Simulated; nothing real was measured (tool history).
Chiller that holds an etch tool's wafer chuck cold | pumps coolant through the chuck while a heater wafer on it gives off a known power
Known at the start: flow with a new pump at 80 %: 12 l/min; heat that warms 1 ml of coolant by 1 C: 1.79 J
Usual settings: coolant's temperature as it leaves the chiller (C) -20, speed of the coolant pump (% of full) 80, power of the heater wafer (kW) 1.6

run,hour,coolant's temperature as it leaves the chiller (C),speed of the coolant pump (% of full),power of the heater wafer (kW),chuck's temperature once it has settled (C),how much warmer the coolant comes back (C)
1,0,-20,80,1.6,-6.4,4.51
2,115.7,-20,80,1.6,-6.4,4.52
3,192.1,-20,80,1.6,-6.6,4.45
# hour 217.5: chiller's thermometer calibrated
4,291.2,-20,80,1.6,-6.4,4.55
5,371,-20,80,1.6,-6.2,4.52
6,491.2,-20,80,2.162,-1.6,6.09
7,573.9,-20,80,2.184,-1.4,6.18
8,630.3,-20,88,1.6,-6.9,4.09
9,702,-20,80,1.6,-6.4,4.56
10,809.1,-15,80,1.6,-1.4,4.64
11,898,-15,80,1.6,-1.6,4.6
12,1003,-15,80,1.6,-1.3,4.56
13,1064.9,-15,80,1.6,-1.3,4.61
14,1151.5,-10,66,1.078,0.1,3.79
15,1262.2,-10,66,1.078,0.3,3.85
16,1351.4,-10,66,1.078,0.2,3.87
17,1423.2,-12,66,1.405,1.3,5.03
18,1494.9,-13,80,1.658,1.4,4.8
19,1602.7,-13,80,1.658,0.9,4.79
20,1721.2,-16,70,2.27,4.8,7.51
21,1826.8,-20,80,2.115,-2,6.14
22,1932.8,-29,80,2.115,-11.1,6.18
23,2013.9,-14,80,2.159,4.5,6.24
24,2113.1,-22,92,0.962,-14.5,2.54
25,2210.3,-22,92,0.962,-14.4,2.58
26,2329.4,-22,75,1.296,-10.5,4.15

Forecast each of these 4 alternatives for the next run:
A,2422.3,-22,75,2.391,?,?
B,2422.3,-21,60,2.011,?,?
C,2422.3,-19,69,1.077,?,?
D,2422.3,-21,76,1.337,?,?

run,chuck's temperature once it has settled (C),how much warmer the coolant comes back (C)
A,-0.8,7.4
B,-1.2,7.74
C,-9.2,3.83
D,-9.4,4.21
Without the tool's hidden state the same runs would have given:
run,chuck's temperature once it has settled (C),how much warmer the coolant comes back (C)
A,-0.9,7.12
B,-1.2,7.46
C,-9.2,3.54
D,-9.4,3.93
